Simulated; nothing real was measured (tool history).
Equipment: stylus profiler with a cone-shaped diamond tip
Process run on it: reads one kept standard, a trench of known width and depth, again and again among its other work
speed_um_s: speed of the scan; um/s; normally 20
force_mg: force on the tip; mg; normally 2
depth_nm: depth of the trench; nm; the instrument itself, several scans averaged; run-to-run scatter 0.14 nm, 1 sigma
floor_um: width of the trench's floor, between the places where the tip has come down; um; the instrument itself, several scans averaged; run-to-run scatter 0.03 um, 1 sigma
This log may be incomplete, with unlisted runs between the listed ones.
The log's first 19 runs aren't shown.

Run 20, hour 1547.9: usual settings but force_mg 4.7 mg. Result: depth_nm 505.94 nm, floor_um 15.94 um.
Run 21, hour 1611.7: usual settings but force_mg 1.07 mg. Result: depth_nm 503.18 nm, floor_um 15.81 um.
Run 22, hour 1708.3: usual settings but force_mg 1.07 mg. Result: depth_nm 503.19 nm, floor_um 15.73 um.
Run 23, hour 1798.5: usual settings but speed_um_s 14 um/s, force_mg 2.96 mg. Result: depth_nm 504.75 nm, floor_um 15.78 um.
Run 24, hour 1863.6: usual settings but force_mg 3.05 mg. Result: depth_nm 505.2 nm, floor_um 15.74 um.
Run 25, hour 1954.8: usual settings but force_mg 1.17 mg. Result: depth_nm 503.59 nm, floor_um 15.64 um.
Run 26, hour 2015.7: usual settings but speed_um_s 11 um/s, force_mg 2.3 mg. Result: depth_nm 504.33 nm, floor_um 15.69 um.
Run 27, hour 2095.5: usual settings but force_mg 1.41 mg. Result: depth_nm 504.1 nm, floor_um 15.59 um.
Run 28, hour 2160.9: usual settings but speed_um_s 78 um/s, force_mg 2.2 mg. Result: depth_nm 504.28 nm, floor_um 15.4 um.
Run 29, hour 2264.4: usual settings but speed_um_s 78 um/s, force_mg 2.2 mg. Result: depth_nm 504.63 nm, floor_um 15.35 um.
Run 30, hour 2312: usual settings but speed_um_s 36 um/s, force_mg 3.35 mg. Result: depth_nm 505.37 nm, floor_um 15.49 um.
Run 31, hour 2394.6: usual settings but speed_um_s 59 um/s, force_mg 0.8 mg. Result: depth_nm 503.2 nm, floor_um 15.18 um.
Run 32, hour 2495.6: usual settings but speed_um_s 8 um/s, force_mg 2.36 mg. Result: depth_nm 504.73 nm, floor_um 15.43 um.
Run 33, hour 2568: usual settings but speed_um_s 9 um/s, force_mg 2.67 mg. Result: depth_nm 505.31 nm, floor_um 15.51 um.
Run 34, hour 2659.2: usual settings but speed_um_s 40 um/s, force_mg 3.52 mg. Result: depth_nm 505.81 nm, floor_um 15.35 um.
Run 35, hour 2718.6: usual settings but speed_um_s 34 um/s, force_mg 0.84 mg. Result: depth_nm 503.63 nm, floor_um 15.22 um.
Run 36, hour 2774.7: usual settings but speed_um_s 8 um/s, force_mg 4.75 mg. Result: depth_nm 506.83 nm, floor_um 15.4 um.
Run 37, hour 2846.1: usual settings but speed_um_s 8 um/s, force_mg 4.75 mg. Result: depth_nm 506.45 nm, floor_um 15.4 um.
Run 38, hour 2932.6: usual settings but speed_um_s 11 um/s, force_mg 4.72 mg. Result: depth_nm 506.95 nm, floor_um 15.29 um.
Run 39, hour 3008.2: usual settings but speed_um_s 42 um/s. Result: depth_nm 505.06 nm, floor_um 15.17 um.
Run 40, hour 3081.6: usual settings but speed_um_s 24 um/s, force_mg 1.22 mg. Result: depth_nm 504.37 nm, floor_um 15.12 um.
Run 41, hour 3171.9: usual settings but speed_um_s 24 um/s, force_mg 1.22 mg. Result: depth_nm 504.31 nm, floor_um 15.13 um.
Run 42, hour 3247.8: usual settings but speed_um_s 43 um/s, force_mg 4.74 mg. Result: depth_nm 507.04 nm, floor_um 15.03 um.
Run 43, hour 3336.3: usual settings but speed_um_s 15 um/s, force_mg 1.26 mg. Result: depth_nm 504.66 nm, floor_um 15.18 um.

Alternative continuations, all from the tool just after run 43; predict every row:
Run A, hour 3420.3: usual settings but speed_um_s 38 um/s, force_mg 3.79 mg. Result: depth_nm ?, floor_um ?.
Run B, hour 3420.3: usual settings but speed_um_s 8 um/s, force_mg 1.41 mg. Result: depth_nm ?, floor_um ?.
Run C, hour 3420.3: usual settings but speed_um_s 8 um/s, force_mg 3.04 mg. Result: depth_nm ?, floor_um ?.

run  depth_nm  floor_um
  A    506.61     15.04
  B    504.38     15.16
  C     506.1     15.13
The same runs, with their run-to-run variation unchanged, on a tool lacking any hidden condition would have given:
run  depth_nm  floor_um
  A    503.72     17.24
  B     501.5     17.36
  C    503.21     17.32

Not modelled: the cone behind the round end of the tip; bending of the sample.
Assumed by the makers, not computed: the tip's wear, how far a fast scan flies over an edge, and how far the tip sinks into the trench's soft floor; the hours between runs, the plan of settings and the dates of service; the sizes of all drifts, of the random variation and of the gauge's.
